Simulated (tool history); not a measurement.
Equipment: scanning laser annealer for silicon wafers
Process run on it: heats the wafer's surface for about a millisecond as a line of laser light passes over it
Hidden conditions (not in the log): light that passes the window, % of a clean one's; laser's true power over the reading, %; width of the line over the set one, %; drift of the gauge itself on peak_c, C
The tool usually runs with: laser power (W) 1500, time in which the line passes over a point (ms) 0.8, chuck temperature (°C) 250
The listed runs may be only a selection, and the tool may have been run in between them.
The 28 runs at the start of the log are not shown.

run,hour,laser power (W),time in which the line passes over a point (ms),chuck temperature (°C),hours of work since the window was cleaned,hours of work since the power meter was calibrated,hours of work since the optics were aligned,highest temperature of the surface (°C)
29,778.3,1555,0.83,248,240,1243,504,993
30,803.9,1610,0.838,280,254,1257,518,1054
31,826.6,1444,0.8,254,267,1269,531,932
32,860.5,1500,0.565,262,285,1288,549,839
33,877.8,1410,0.904,244,295,1298,559,950
34,898.4,1541,0.856,275,306,1309,570,1024
35,927.1,1419,0.777,265,322,1325,586,918
36,959.9,1610,0.707,223,340,1343,604,923
37,994.7,1610,0.707,223,359,1362,623,923
38,1020.6,1523,0.934,228,374,1376,638,1005
39,1041.8,1370,0.676,270,385,1388,649,852
40,1066.8,1383,0.782,250,399,1402,663,885

Predict each of these 4 candidate next runs independently; none follows another, all start after run 40:
A,1083,1530,0.836,263,408,1411,672,?
B,1083,1350,0.772,231,408,1411,672,?
C,1083,1291,0.725,262,408,1411,672,?
D,1083,1500,0.802,250,408,1411,672,?

run,highest temperature of the surface (°C)
A,992
B,846
C,829
D,948
Without the tool's unlogged condition, the same runs would have read:
run,highest temperature of the surface (°C)
A,1007
B,859
C,841
D,963
